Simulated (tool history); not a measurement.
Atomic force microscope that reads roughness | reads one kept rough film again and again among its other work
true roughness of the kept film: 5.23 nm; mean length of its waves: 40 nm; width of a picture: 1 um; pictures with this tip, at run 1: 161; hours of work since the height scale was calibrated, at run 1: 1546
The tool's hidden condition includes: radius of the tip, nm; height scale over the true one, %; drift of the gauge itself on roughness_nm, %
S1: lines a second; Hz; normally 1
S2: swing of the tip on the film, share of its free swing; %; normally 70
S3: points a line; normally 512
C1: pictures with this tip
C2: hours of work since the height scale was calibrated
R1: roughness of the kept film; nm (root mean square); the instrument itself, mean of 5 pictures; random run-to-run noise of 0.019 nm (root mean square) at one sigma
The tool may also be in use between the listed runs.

| run | hour | S1 | S2 | S3 | C1 | C2 | R1 |
|---|---|---|---|---|---|---|---|
| 1 | 0 | 1 | 70 | 512 | 161 | 1546 | 4.229 |
| 2 | 50.3 | 1 | 70 | 512 | 210 | 1579 | 4.171 |
| 3 | 116.1 | 1 | 70 | 512 | 274 | 1622 | 4.059 |
| 4 | 178.7 | 1 | 58 | 512 | 335 | 1662 | 4.058 |
|  | 184.8 | new tip fitted |
| 5 | 222.7 | 1 | 70 | 512 | 37 | 1690 | 4.495 |
| 6 | 281.9 | 1 | 57 | 512 | 94 | 1729 | 4.516 |
| 7 | 310 | 1 | 70 | 863 | 122 | 1747 | 4.361 |
| 8 | 373.7 | 1 | 70 | 512 | 184 | 1788 | 4.197 |
| 9 | 430.9 | 1 | 70 | 512 | 240 | 1825 | 4.085 |
| 10 | 484.5 | 1 | 70 | 512 | 292 | 1860 | 3.993 |
|  | 536.1 | new tip fitted |
| 11 | 537.8 | 1 | 70 | 512 | 1 | 1894 | 4.522 |
| 12 | 575.6 | 1 | 70 | 512 | 38 | 1919 | 4.465 |
| 13 | 629.1 | 1 | 70 | 512 | 90 | 1953 | 4.332 |
| 14 | 692.3 | 1.17 | 70 | 512 | 152 | 1994 | 4.175 |
| 15 | 736.8 | 1 | 84 | 512 | 195 | 2023 | 3.872 |
| 16 | 767.2 | 1 | 84 | 512 | 225 | 2043 | 3.864 |
| 17 | 822.4 | 1 | 84 | 512 | 279 | 2079 | 3.744 |
| 18 | 862.6 | 1 | 57 | 512 | 318 | 2105 | 4.079 |
|  | 888.9 | new tip fitted |
| 19 | 898.4 | 1 | 70 | 512 | 9 | 2128 | 4.515 |
| 20 | 932.2 | 1 | 70 | 512 | 42 | 2149 | 4.425 |
| 21 | 970.9 | 1 | 70 | 512 | 80 | 2175 | 4.356 |
| 22 | 1031.5 | 1 | 70 | 512 | 139 | 2214 | 4.227 |

What does the tool deliver on the next run?
| 23 | 1064.4 | 1.03 | 56 | 465 | 171 | 2235 | ? |

Logged for run 23: R1 4.291 nm (root mean square).
Had the tool carried no hidden state, the very same run would have given R1 4.743 nm (root mean square).
